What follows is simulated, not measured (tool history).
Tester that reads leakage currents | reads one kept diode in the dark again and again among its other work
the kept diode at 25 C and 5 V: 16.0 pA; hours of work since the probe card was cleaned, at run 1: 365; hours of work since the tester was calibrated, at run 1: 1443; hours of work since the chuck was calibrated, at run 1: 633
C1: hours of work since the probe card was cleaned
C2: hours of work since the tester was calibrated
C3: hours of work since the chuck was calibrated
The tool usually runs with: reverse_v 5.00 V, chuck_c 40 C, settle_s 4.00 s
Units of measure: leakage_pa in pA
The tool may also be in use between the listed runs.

run 1 day=0.000 | reverse_v=5.00 chuck_c=40 settle_s=4.00 | C1=365 C2=1443 C3=633 | leakage_pa=61.16
run 2 day=8.196 | reverse_v=5.00 chuck_c=40 settle_s=3.75 | C1=515 C2=1593 C3=783 | leakage_pa=61.69
run 3 day=15.354 | reverse_v=5.00 chuck_c=40 settle_s=3.75 | C1=647 C2=1724 C3=915 | leakage_pa=63.10
run 4 day=19.583 | reverse_v=5.00 chuck_c=40 settle_s=3.75 | C1=724 C2=1802 C3=992 | leakage_pa=63.25
run 5 day=23.567 | reverse_v=5.00 chuck_c=40 settle_s=3.75 | C1=797 C2=1875 C3=1065 | leakage_pa=63.89
run 6 day=30.092 | reverse_v=5.00 chuck_c=40 settle_s=3.75 | C1=917 C2=1994 C3=1185 | leakage_pa=64.62
run 7 day=35.075 | reverse_v=5.00 chuck_c=40 settle_s=3.75 | C1=1008 C2=2086 C3=1276 | leakage_pa=65.03
run 8 day=40.679 | reverse_v=5.00 chuck_c=40 settle_s=3.75 | C1=1111 C2=2188 C3=1379 | leakage_pa=65.82
-- day=43.562 chuck's temperature calibrated
run 9 day=47.992 | reverse_v=2.70 chuck_c=40 settle_s=4.00 | C1=1243 C2=2321 C3=81 | leakage_pa=48.65
run 10 day=55.442 | reverse_v=2.70 chuck_c=40 settle_s=4.00 | C1=1380 C2=2457 C3=218 | leakage_pa=49.37
run 11 day=62.975 | reverse_v=5.00 chuck_c=40 settle_s=4.00 | C1=1518 C2=2595 C3=356 | leakage_pa=69.06
run 12 day=71.533 | reverse_v=5.00 chuck_c=40 settle_s=4.00 | C1=1674 C2=2752 C3=512 | leakage_pa=70.46
run 13 day=76.529 | reverse_v=5.00 chuck_c=40 settle_s=4.00 | C1=1766 C2=2844 C3=604 | leakage_pa=70.70
run 14 day=85.412 | reverse_v=5.00 chuck_c=40 settle_s=4.00 | C1=1929 C2=3006 C3=767 | leakage_pa=72.28
run 15 day=92.375 | reverse_v=5.00 chuck_c=40 settle_s=4.00 | C1=2056 C2=3134 C3=894 | leakage_pa=72.94
-- day=94.008 probe card cleaned and baked
-- day=96.779 chuck's temperature calibrated, once more
run 16 day=99.621 | reverse_v=5.00 chuck_c=29 settle_s=4.47 | C1=101 C2=3263 C3=52 | leakage_pa=24.42
run 17 day=107.583 | reverse_v=14.83 chuck_c=40 settle_s=4.00 | C1=247 C2=3409 C3=198 | leakage_pa=108.91

What will run 18 give?
run 18 day=116.721 | reverse_v=14.83 chuck_c=40 settle_s=4.00 | C1=415 C2=3576 C3=365 | leakage_pa=?

{"run 18": {"leakage_pa": 111.24}}
If the tool had no hidden condition, the same run with the same run-to-run variation would have returned leakage_pa 102.93 pA.
